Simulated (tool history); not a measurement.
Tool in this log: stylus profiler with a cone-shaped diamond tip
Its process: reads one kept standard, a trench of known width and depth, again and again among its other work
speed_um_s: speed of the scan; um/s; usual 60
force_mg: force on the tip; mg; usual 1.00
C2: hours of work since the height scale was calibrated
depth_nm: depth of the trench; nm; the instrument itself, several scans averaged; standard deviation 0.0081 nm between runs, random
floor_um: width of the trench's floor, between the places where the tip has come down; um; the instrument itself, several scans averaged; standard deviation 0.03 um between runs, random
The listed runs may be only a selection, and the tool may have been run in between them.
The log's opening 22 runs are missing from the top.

Run 23, hour 756.5: usual settings but speed_um_s 20 um/s; scans with this tip 5120; C2 776. Result: depth_nm 100.873 nm, floor_um 47.79 um.
Run 24, hour 799.0: usual settings but speed_um_s 20 um/s; scans with this tip 5287; C2 802. Result: depth_nm 100.889 nm, floor_um 47.84 um.
Run 25, hour 818.8: usual settings but speed_um_s 36 um/s; scans with this tip 5365; C2 813. Result: depth_nm 100.880 nm, floor_um 47.67 um.
At hour 827.1: height scale calibrated on a step standard.
Run 26, hour 860.5: usual settings but speed_um_s 56 um/s, force_mg 0.82 mg; scans with this tip 5527; C2 20. Result: depth_nm 100.777 nm, floor_um 47.46 um.
Run 27, hour 897.2: usual settings but speed_um_s 103 um/s, force_mg 1.72 mg; scans with this tip 5670; C2 42. Result: depth_nm 101.257 nm, floor_um 47.29 um.
Run 28, hour 936.1: usual settings but speed_um_s 103 um/s, force_mg 1.72 mg; scans with this tip 5823; C2 65. Result: depth_nm 101.261 nm, floor_um 47.23 um.
Run 29, hour 969.6: usual settings but speed_um_s 34 um/s, force_mg 1.46 mg; scans with this tip 5954; C2 85. Result: depth_nm 101.146 nm, floor_um 47.76 um.
Run 30, hour 989.3: usual settings but speed_um_s 34 um/s, force_mg 1.46 mg; scans with this tip 6032; C2 96. Result: depth_nm 101.124 nm, floor_um 47.81 um.
Run 31, hour 1012.9: usual settings but speed_um_s 124 um/s, force_mg 1.21 mg; scans with this tip 6124; C2 110. Result: depth_nm 100.994 nm, floor_um 46.92 um.
Run 32, hour 1060.7: usual settings but speed_um_s 33 um/s; scans with this tip 6312; C2 139. Result: depth_nm 100.872 nm, floor_um 47.65 um.
Run 33, hour 1101.7: usual settings but speed_um_s 33 um/s; scans with this tip 6473; C2 163. Result: depth_nm 100.877 nm, floor_um 47.66 um.
Run 34, hour 1125.1: usual settings but speed_um_s 33 um/s, force_mg 1.24 mg; scans with this tip 6564; C2 177. Result: depth_nm 101.009 nm, floor_um 47.71 um.
Run 35, hour 1165.0: usual settings but speed_um_s 33 um/s, force_mg 1.24 mg; scans with this tip 6721; C2 201. Result: depth_nm 101.018 nm, floor_um 47.77 um.
Run 36, hour 1204.7: usual settings but force_mg 1.31 mg; scans with this tip 6877; C2 225. Result: depth_nm 101.045 nm, floor_um 47.48 um.
Run 37, hour 1232.2: usual settings but speed_um_s 34 um/s, force_mg 2.75 mg; scans with this tip 6984; C2 241. Result: depth_nm 101.726 nm, floor_um 47.81 um.
Run 38, hour 1271.2: usual settings but speed_um_s 35 um/s, force_mg 2.71 mg; scans with this tip 7137; C2 264. Result: depth_nm 101.695 nm, floor_um 47.83 um.
Run 39, hour 1315.6: usual settings but speed_um_s 35 um/s, force_mg 2.71 mg; scans with this tip 7312; C2 291. Result: depth_nm 101.729 nm, floor_um 47.81 um.
Run 40, hour 1349.1: usual settings but speed_um_s 92 um/s, force_mg 0.63 mg; scans with this tip 7443; C2 310. Result: depth_nm 100.656 nm, floor_um 46.98 um.
Run 41, hour 1394.2: usual settings but speed_um_s 69 um/s, force_mg 1.64 mg; scans with this tip 7620; C2 337. Result: depth_nm 101.221 nm, floor_um 47.48 um.
Run 42, hour 1437.8: usual settings but speed_um_s 16 um/s, force_mg 0.87 mg; scans with this tip 7791; C2 363. Result: depth_nm 100.788 nm, floor_um 47.88 um.
Run 43, hour 1462.7: usual settings but speed_um_s 16 um/s, force_mg 0.87 mg; scans with this tip 7889; C2 378. Result: depth_nm 100.794 nm, floor_um 47.84 um.
Run 44, hour 1497.2: usual settings but speed_um_s 25 um/s, force_mg 0.37 mg; scans with this tip 8024; C2 399. Result: depth_nm 100.452 nm, floor_um 47.62 um.
Run 45, hour 1519.1: usual settings but speed_um_s 125 um/s; scans with this tip 8110; C2 412. Result: depth_nm 100.873 nm, floor_um 46.83 um.

5 ways to go on from here, each from the tool as it stands after run 45. What would each give?
Run A, hour 1543.7: usual settings but speed_um_s 212 um/s; scans with this tip 8206; C2 426. Result: depth_nm ?, floor_um ?.
Run B, hour 1543.7: usual settings but speed_um_s 30 um/s, force_mg 1.57 mg; scans with this tip 8206; C2 426. Result: depth_nm ?, floor_um ?.
Run C, hour 1543.7: usual settings but speed_um_s 19 um/s; scans with this tip 8206; C2 426. Result: depth_nm ?, floor_um ?.
Run D, hour 1543.7: usual settings but speed_um_s 67 um/s; scans with this tip 8206; C2 426. Result: depth_nm ?, floor_um ?.
Run E, hour 1543.7: usual settings but speed_um_s 25 um/s, force_mg 1.73 mg; scans with this tip 8206; C2 426. Result: depth_nm ?, floor_um ?.

run  depth_nm  floor_um
  A   100.859     46.05
  B   101.199     47.78
  C   100.878     47.85
  D   100.874     47.44
  E   101.270     47.84
The same runs, with their run-to-run variation unchanged, on a tool lacking any hidden condition would have given:
run  depth_nm  floor_um
  A   100.857     46.05
  B   101.197     47.79
  C   100.876     47.86
  D   100.871     47.44
  E   101.268     47.85
